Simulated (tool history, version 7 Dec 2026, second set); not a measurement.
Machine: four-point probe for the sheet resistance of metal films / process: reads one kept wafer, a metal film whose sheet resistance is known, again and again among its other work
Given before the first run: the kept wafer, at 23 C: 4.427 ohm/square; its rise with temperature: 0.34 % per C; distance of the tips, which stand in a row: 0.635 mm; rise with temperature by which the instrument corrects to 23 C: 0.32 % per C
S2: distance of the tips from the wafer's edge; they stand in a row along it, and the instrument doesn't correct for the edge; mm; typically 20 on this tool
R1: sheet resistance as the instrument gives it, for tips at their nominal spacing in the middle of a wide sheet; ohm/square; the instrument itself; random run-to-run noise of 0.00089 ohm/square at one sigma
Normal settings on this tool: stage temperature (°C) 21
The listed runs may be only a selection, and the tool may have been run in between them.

run 1 hour=0 | stage_temperature_(°C)=21 S2=20 | R1=4.411687
run 2 hour=76.8 | stage_temperature_(°C)=21 S2=6 | R1=4.433126
run 3 hour=128.8 | stage_temperature_(°C)=21 S2=6 | R1=4.432819
run 4 hour=179.3 | stage_temperature_(°C)=21 S2=20 | R1=4.409121
run 5 hour=263.2 | stage_temperature_(°C)=29 S2=20 | R1=4.414547
run 6 hour=328.6 | stage_temperature_(°C)=29 S2=20 | R1=4.414596
run 7 hour=379.8 | stage_temperature_(°C)=29 S2=20 | R1=4.41181
run 8 hour=451.6 | stage_temperature_(°C)=30 S2=65 | R1=4.412393
run 9 hour=541.5 | stage_temperature_(°C)=30 S2=25 | R1=4.41157
run 10 hour=612.3 | stage_temperature_(°C)=30 S2=25 | R1=4.409676
run 11 hour=705.8 | stage_temperature_(°C)=22 S2=14 | R1=4.404644

What if the next run were any one of these 4? Each begins from the tool's condition after run 11:
run A hour=793.4 | stage_temperature_(°C)=25 S2=20 | R1=?
run B hour=793.4 | stage_temperature_(°C)=31 S2=16 | R1=?
run C hour=793.4 | stage_temperature_(°C)=22 S2=8 | R1=?
run D hour=793.4 | stage_temperature_(°C)=22 S2=26 | R1=?

run=A R1=4.403994
run=B R1=4.410091
run=C R1=4.412232
run=D R1=4.401095
The same runs, with their run-to-run variation unchanged, on a tool lacking any hidden condition would have given:
run=A R1=4.431242
run=B R1=4.437215
run=C R1=4.439611
run=D R1=4.428409

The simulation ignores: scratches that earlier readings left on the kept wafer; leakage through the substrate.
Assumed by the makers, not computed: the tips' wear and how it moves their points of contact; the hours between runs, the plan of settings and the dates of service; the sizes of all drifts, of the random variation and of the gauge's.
